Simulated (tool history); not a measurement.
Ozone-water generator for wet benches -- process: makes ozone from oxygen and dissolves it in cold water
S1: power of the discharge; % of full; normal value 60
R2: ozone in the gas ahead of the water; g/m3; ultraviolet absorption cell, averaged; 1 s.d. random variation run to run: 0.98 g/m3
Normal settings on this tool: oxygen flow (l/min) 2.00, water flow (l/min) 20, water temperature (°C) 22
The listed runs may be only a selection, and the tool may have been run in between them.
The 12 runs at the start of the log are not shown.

{"run": 13, "day": 14.288, "S1": 60, "oxygen flow (l/min)": 1.03, "water flow (l/min)": 20, "water temperature (°C)": 22, "dissolved ozone (ppm)": 5.8, "R2": 213.9}
{"run": 14, "day": 15.188, "S1": 60, "oxygen flow (l/min)": 1.03, "water flow (l/min)": 20, "water temperature (°C)": 22, "dissolved ozone (ppm)": 5.8, "R2": 215.3}
{"run": 15, "day": 16.512, "S1": 44, "oxygen flow (l/min)": 2.0, "water flow (l/min)": 20, "water temperature (°C)": 22, "dissolved ozone (ppm)": 6.2, "R2": 138.7}
{"run": 16, "day": 17.908, "S1": 60, "oxygen flow (l/min)": 2.0, "water flow (l/min)": 24, "water temperature (°C)": 22, "dissolved ozone (ppm)": 6.3, "R2": 164.3}
{"run": 17, "day": 18.992, "S1": 60, "oxygen flow (l/min)": 2.0, "water flow (l/min)": 24, "water temperature (°C)": 18, "dissolved ozone (ppm)": 6.2, "R2": 165.9}
{"day": 19.217, "done": "gauge calibrated"}
{"run": 18, "day": 20.671, "S1": 60, "oxygen flow (l/min)": 2.0, "water flow (l/min)": 24, "water temperature (°C)": 18, "dissolved ozone (ppm)": 6.4, "R2": 168.9}
{"run": 19, "day": 21.425, "S1": 56, "oxygen flow (l/min)": 1.62, "water flow (l/min)": 23, "water temperature (°C)": 14, "dissolved ozone (ppm)": 5.9, "R2": 175.2}
{"run": 20, "day": 22.238, "S1": 65, "oxygen flow (l/min)": 2.0, "water flow (l/min)": 20, "water temperature (°C)": 14, "dissolved ozone (ppm)": 8.3, "R2": 174.3}
{"run": 21, "day": 23.725, "S1": 60, "oxygen flow (l/min)": 2.0, "water flow (l/min)": 16, "water temperature (°C)": 29, "dissolved ozone (ppm)": 9.0, "R2": 167.5}
{"run": 22, "day": 25.179, "S1": 58, "oxygen flow (l/min)": 2.0, "water flow (l/min)": 20, "water temperature (°C)": 22, "dissolved ozone (ppm)": 7.6, "R2": 163.5}
{"run": 23, "day": 26.571, "S1": 60, "oxygen flow (l/min)": 2.0, "water flow (l/min)": 17, "water temperature (°C)": 22, "dissolved ozone (ppm)": 8.9, "R2": 165.7}
{"run": 24, "day": 27.575, "S1": 60, "oxygen flow (l/min)": 3.49, "water flow (l/min)": 27, "water temperature (°C)": 22, "dissolved ozone (ppm)": 6.7, "R2": 132.9}
{"run": 25, "day": 28.438, "S1": 60, "oxygen flow (l/min)": 3.49, "water flow (l/min)": 27, "water temperature (°C)": 22, "dissolved ozone (ppm)": 6.4, "R2": 134.3}
{"run": 26, "day": 29.325, "S1": 60, "oxygen flow (l/min)": 1.47, "water flow (l/min)": 20, "water temperature (°C)": 27, "dissolved ozone (ppm)": 6.3, "R2": 188.1}

Estimate the outcome of run 27 from the log above:
{"run": 27, "day": 30.908, "S1": 60, "oxygen flow (l/min)": 1.47, "water flow (l/min)": 20, "water temperature (°C)": 27, "dissolved ozone (ppm)": "?", "R2": "?"}

{"run 27": {"dissolved ozone (ppm)": 6.4, "R2": 186.6}}
With no hidden state in the tool, this same run would have given dissolved ozone (ppm) 6.4, R2 190.1 g/m3.
